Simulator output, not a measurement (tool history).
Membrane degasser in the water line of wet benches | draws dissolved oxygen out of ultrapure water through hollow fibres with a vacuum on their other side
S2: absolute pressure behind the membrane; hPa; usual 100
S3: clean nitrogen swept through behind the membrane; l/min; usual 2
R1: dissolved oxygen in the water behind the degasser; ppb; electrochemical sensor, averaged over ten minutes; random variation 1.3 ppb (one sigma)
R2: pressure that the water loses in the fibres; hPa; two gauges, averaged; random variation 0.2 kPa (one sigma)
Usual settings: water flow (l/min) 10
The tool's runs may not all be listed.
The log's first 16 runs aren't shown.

Run 17, hour 3834.9: usual settings but water flow (l/min) 7, S2 216 hPa, S3 1.02 l/min. Result: R1 311.5 ppb, R2 309.9 hPa.
Run 18, hour 4006.3: usual settings but S2 216 hPa, S3 4.14 l/min. Result: R1 153.4 ppb, R2 444.6 hPa.
Run 19, hour 4168.6: usual settings but water flow (l/min) 15. Result: R1 237.5 ppb, R2 668 hPa.
Run 20, hour 4431.3: usual settings but water flow (l/min) 15. Result: R1 238.3 ppb, R2 671.8 hPa.
Run 21, hour 4648.3: usual settings but water flow (l/min) 15. Result: R1 240 ppb, R2 670.9 hPa.
At hour 4677.8: membrane cartridge changed.
Run 22, hour 4938.9: usual settings but water flow (l/min) 14, S2 91 hPa. Result: R1 201.8 ppb, R2 620.9 hPa.
Run 23, hour 5191: usual settings but water flow (l/min) 12, S3 0.89 l/min. Result: R1 274.4 ppb, R2 537.5 hPa.
Run 24, hour 5412.5: usual settings but water flow (l/min) 11, S2 94 hPa, S3 2.86 l/min. Result: R1 115.1 ppb, R2 491.9 hPa.
Run 25, hour 5662.6: usual settings but S2 87 hPa, S3 0.91 l/min. Result: R1 181.9 ppb, R2 445.2 hPa.
At hour 5867.1: seals of the vacuum lines changed.
Run 26, hour 5868: usual settings but water flow (l/min) 12, S2 207 hPa, S3 4.11 l/min. Result: R1 194.6 ppb, R2 537.6 hPa.
Run 27, hour 6052.1: usual settings but water flow (l/min) 7, S2 65 hPa, S3 1.93 l/min. Result: R1 44.4 ppb, R2 315.3 hPa.
Run 28, hour 6179.1: usual settings but water flow (l/min) 7, S2 65 hPa, S3 1.93 l/min. Result: R1 44.4 ppb, R2 312.3 hPa.
At hour 6397: gauge calibrated.
Run 29, hour 6462.1: usual settings but water flow (l/min) 6, S2 105 hPa, S3 2.91 l/min. Result: R1 46 ppb, R2 263.7 hPa.
Run 30, hour 6649.2: usual settings but S2 173 hPa, S3 1.13 l/min. Result: R1 331.9 ppb, R2 438.3 hPa.
Run 31, hour 6815.8: usual settings but water flow (l/min) 7, S2 234 hPa, S3 1.11 l/min. Result: R1 307.5 ppb, R2 311.3 hPa.
Run 32, hour 7027.6: usual settings but S3 3.67 l/min. Result: R1 89.4 ppb, R2 436.7 hPa.

4 ways to go on from here, each from the tool as it stands after run 32. What would each give?
Run A, hour 7306.7: usual settings but S3 1.5 l/min. Result: R1 ?, R2 ?.
Run B, hour 7306.7: usual settings but S2 66 hPa. Result: R1 ?, R2 ?.
Run C, hour 7306.7: usual settings but water flow (l/min) 11, S3 1.28 l/min. Result: R1 ?, R2 ?.
Run D, hour 7306.7: usual settings but water flow (l/min) 15, S2 198 hPa, S3 0.88 l/min. Result: R1 ?, R2 ?.

run     R1     R2
  A  152.8  439.8
  B   85.2  438.6
  C  190.8  484.5
  D  712.1  658.4
Without the tool's hidden state the same runs would have given:
run     R1     R2
  A  152.5    438
  B     85  436.8
  C  190.5  482.5
  D  711.5  655.8
